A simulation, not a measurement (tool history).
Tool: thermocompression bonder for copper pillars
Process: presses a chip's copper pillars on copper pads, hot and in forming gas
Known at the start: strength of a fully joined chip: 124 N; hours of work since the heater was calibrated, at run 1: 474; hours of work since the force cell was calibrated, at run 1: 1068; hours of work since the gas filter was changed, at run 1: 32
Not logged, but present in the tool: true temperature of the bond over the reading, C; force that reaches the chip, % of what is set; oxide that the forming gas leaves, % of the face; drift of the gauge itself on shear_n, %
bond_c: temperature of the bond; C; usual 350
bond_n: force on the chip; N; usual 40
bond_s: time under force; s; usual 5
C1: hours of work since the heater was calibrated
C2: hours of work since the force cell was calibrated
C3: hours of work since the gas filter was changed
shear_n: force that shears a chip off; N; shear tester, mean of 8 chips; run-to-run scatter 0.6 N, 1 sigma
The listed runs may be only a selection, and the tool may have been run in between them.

Run 1, day 0: usual settings; C1 474; C2 1068; C3 32. Result: shear_n 57.8 N.
Run 2, day 2.471: usual settings; C1 511; C2 1105; C3 69. Result: shear_n 57 N.
Run 3, day 4: usual settings; C1 534; C2 1128; C3 92. Result: shear_n 56.1 N.
Run 4, day 5.962: usual settings; C1 563; C2 1157; C3 121. Result: shear_n 57.8 N.
Run 5, day 8.242: usual settings; C1 597; C2 1191; C3 155. Result: shear_n 57.2 N.
Run 6, day 10.146: usual settings; C1 626; C2 1219; C3 184. Result: shear_n 57.1 N.
Run 7, day 11.979: usual settings but bond_c 330 C, bond_n 25 N; C1 653; C2 1247; C3 211. Result: shear_n 35.2 N.
Run 8, day 13.95: usual settings but bond_n 30 N, bond_s 9 s; C1 683; C2 1276; C3 241. Result: shear_n 59.6 N.
Run 9, day 16.012: usual settings but bond_n 30 N, bond_s 9 s; C1 714; C2 1307; C3 271. Result: shear_n 58.8 N.
Run 10, day 17.929: usual settings but bond_c 328 C, bond_n 50 N, bond_s 3 s; C1 742; C2 1336; C3 300. Result: shear_n 44.3 N.
At day 18.638: forming gas filter changed.
Run 11, day 19.754: usual settings but bond_c 357 C, bond_n 29 N, bond_s 4 s; C1 769; C2 1363; C3 17. Result: shear_n 46.6 N.

Consider 5 possible next runs. They are alternatives, not a sequence: every one starts from the tool as it was left by run 11. What does each give?
Run A, day 21.604: usual settings but bond_c 325 C, bond_n 38 N, bond_s 7 s; C1 797; C2 1391; C3 44. Result: shear_n ?.
Run B, day 21.604: usual settings but bond_c 334 C, bond_n 29 N, bond_s 4 s; C1 797; C2 1391; C3 44. Result: shear_n ?.
Run C, day 21.604: usual settings but bond_n 29 N; C1 797; C2 1391; C3 44. Result: shear_n ?.
Run D, day 21.604: usual settings but bond_n 49 N, bond_s 9 s; C1 797; C2 1391; C3 44. Result: shear_n ?.
Run E, day 21.604: usual settings but bond_c 324 C, bond_n 25 N, bond_s 8 s; C1 797; C2 1391; C3 44. Result: shear_n ?.

run  shear_n
  A     50.9
  B     38.2
  C     48.1
  D     79.3
  E     39.8
Had the tool no hidden state, the same runs would have come out as:
run  shear_n
  A     47.3
  B     35.3
  C     44.8
  D     75.2
  E     36.7

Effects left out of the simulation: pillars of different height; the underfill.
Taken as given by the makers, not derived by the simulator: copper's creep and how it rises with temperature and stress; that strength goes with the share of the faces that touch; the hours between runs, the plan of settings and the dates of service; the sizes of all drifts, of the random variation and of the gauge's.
